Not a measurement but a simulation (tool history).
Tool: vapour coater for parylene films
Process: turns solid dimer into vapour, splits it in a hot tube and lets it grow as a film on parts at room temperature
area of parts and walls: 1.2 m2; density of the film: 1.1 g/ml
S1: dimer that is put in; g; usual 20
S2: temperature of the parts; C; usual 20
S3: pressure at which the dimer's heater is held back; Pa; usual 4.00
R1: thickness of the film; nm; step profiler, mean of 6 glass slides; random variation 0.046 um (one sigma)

Run 1, hour 0.0: usual settings. Result: R1 10880 nm.
Run 2, hour 41.6: usual settings. Result: R1 10940 nm.
Run 3, hour 78.5: usual settings. Result: R1 10910 nm.
Run 4, hour 124.1: usual settings but S1 23 g. Result: R1 12550 nm.
Run 5, hour 153.7: usual settings but S1 23 g. Result: R1 12500 nm.
Run 6, hour 181.8: usual settings but S1 23 g. Result: R1 12460 nm.
Run 7, hour 213.3: usual settings but S1 23 g. Result: R1 12380 nm.
At hour 243.9: trap's valve overhauled.
Run 8, hour 260.7: usual settings but S1 23 g. Result: R1 13240 nm.
Run 9, hour 306.2: usual settings but S1 30 g. Result: R1 17190 nm.
Run 10, hour 334.4: usual settings but S1 30 g, S2 18 C. Result: R1 18150 nm.
Run 11, hour 360.4: usual settings. Result: R1 11440 nm.
Run 12, hour 398.3: usual settings. Result: R1 11420 nm.
Run 13, hour 433.8: usual settings. Result: R1 11440 nm.
Run 14, hour 471.1: usual settings but S1 9 g. Result: R1 5140 nm.
Run 15, hour 513.6: usual settings but S1 9 g. Result: R1 5140 nm.
Run 16, hour 559.4: usual settings but S1 13 g, S2 13 C, S3 3.86 Pa. Result: R1 9020 nm.
Run 17, hour 589.6: usual settings but S1 24 g, S2 21 C, S3 11.40 Pa. Result: R1 10670 nm.
Run 18, hour 624.7: usual settings but S1 16 g, S3 2.73 Pa. Result: R1 9810 nm.
Run 19, hour 659.0: usual settings but S1 8 g, S2 12 C. Result: R1 5590 nm.
Run 20, hour 686.8: usual settings but S1 8 g, S2 12 C. Result: R1 5640 nm.
Run 21, hour 714.6: usual settings but S1 8 g, S2 12 C. Result: R1 5670 nm.
Run 22, hour 739.4: usual settings but S1 8 g, S2 12 C, S3 6.68 Pa. Result: R1 5010 nm.
Run 23, hour 774.8: usual settings but S1 11 g, S3 9.13 Pa. Result: R1 5220 nm.
Run 24, hour 819.6: usual settings but S1 11 g, S3 9.13 Pa. Result: R1 5220 nm.
Run 25, hour 844.5: usual settings but S1 8 g, S2 15 C, S3 4.39 Pa. Result: R1 5000 nm.

Run 26 comes next. What will it give?
Run 26, hour 882.1: usual settings but S1 8 g, S2 15 C, S3 4.39 Pa. Result: R1 ?.

R1: 5060 nm
Without the tool's hidden state the same run would have given R1 5240 nm.
